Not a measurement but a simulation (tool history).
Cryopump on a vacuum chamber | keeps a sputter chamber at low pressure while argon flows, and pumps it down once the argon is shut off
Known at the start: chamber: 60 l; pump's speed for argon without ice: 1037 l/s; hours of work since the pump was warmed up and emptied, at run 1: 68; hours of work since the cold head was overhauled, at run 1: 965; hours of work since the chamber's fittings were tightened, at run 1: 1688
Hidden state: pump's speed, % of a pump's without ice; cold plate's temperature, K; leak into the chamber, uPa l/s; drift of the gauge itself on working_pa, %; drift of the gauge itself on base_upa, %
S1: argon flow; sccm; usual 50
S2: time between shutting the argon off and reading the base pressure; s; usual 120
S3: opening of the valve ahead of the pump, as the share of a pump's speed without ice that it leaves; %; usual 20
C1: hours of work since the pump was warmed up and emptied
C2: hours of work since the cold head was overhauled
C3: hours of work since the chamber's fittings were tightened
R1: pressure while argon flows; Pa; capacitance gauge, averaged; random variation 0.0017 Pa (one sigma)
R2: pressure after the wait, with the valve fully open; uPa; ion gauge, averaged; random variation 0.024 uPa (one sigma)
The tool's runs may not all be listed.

run,hour,S1,S2,S3,C1,C2,C3,R1,R2
1,0.0,50,120,20,68,965,1688,0.4123,1.36
2,26.7,80,120,20,85,981,1704,0.6559,1.42
3,65.9,80,120,20,108,1005,1728,0.6623,1.39
4,105.4,80,120,20,132,1029,1752,0.6582,1.43
5,128.4,80,120,20,146,1043,1766,0.6589,1.36
6,167.0,80,120,20,170,1066,1789,0.6560,1.38
7,195.6,80,120,20,187,1084,1807,0.6625,1.39
8,213.6,80,120,43,198,1095,1818,0.3126,1.42
9,230.9,80,120,43,209,1105,1828,0.3135,1.47
10,269.0,50,120,28,232,1128,1851,0.2984,1.44
11,293.9,23,203,24,247,1143,1866,0.1593,1.19
12,324.2,50,157,39,265,1162,1885,0.2172,1.32
13,353.8,56,39,19,283,1180,1903,0.4864,2.77
14,381.9,56,39,19,300,1197,1920,0.4895,2.73
15,404.9,56,39,38,314,1211,1934,0.2504,2.75
16,443.2,56,39,38,338,1234,1957,0.2504,2.78

5 ways to go on from here, each from the tool as it stands after run 16. What would each give?
A,473.4,28,120,55,356,1252,1975,?,?
B,473.4,61,34,38,356,1252,1975,?,?
C,473.4,56,254,18,356,1252,1975,?,?
D,473.4,62,256,27,356,1252,1975,?,?
E,473.4,94,281,38,356,1252,1975,?,?

run,R1,R2
A,0.0879,1.50
B,0.2732,3.08
C,0.5215,1.18
D,0.3859,1.21
E,0.4218,1.14
Without the tool's hidden state the same runs would have given:
run,R1,R2
A,0.0822,0.89
B,0.2609,2.46
C,0.5101,0.58
D,0.3734,0.59
E,0.4028,0.53
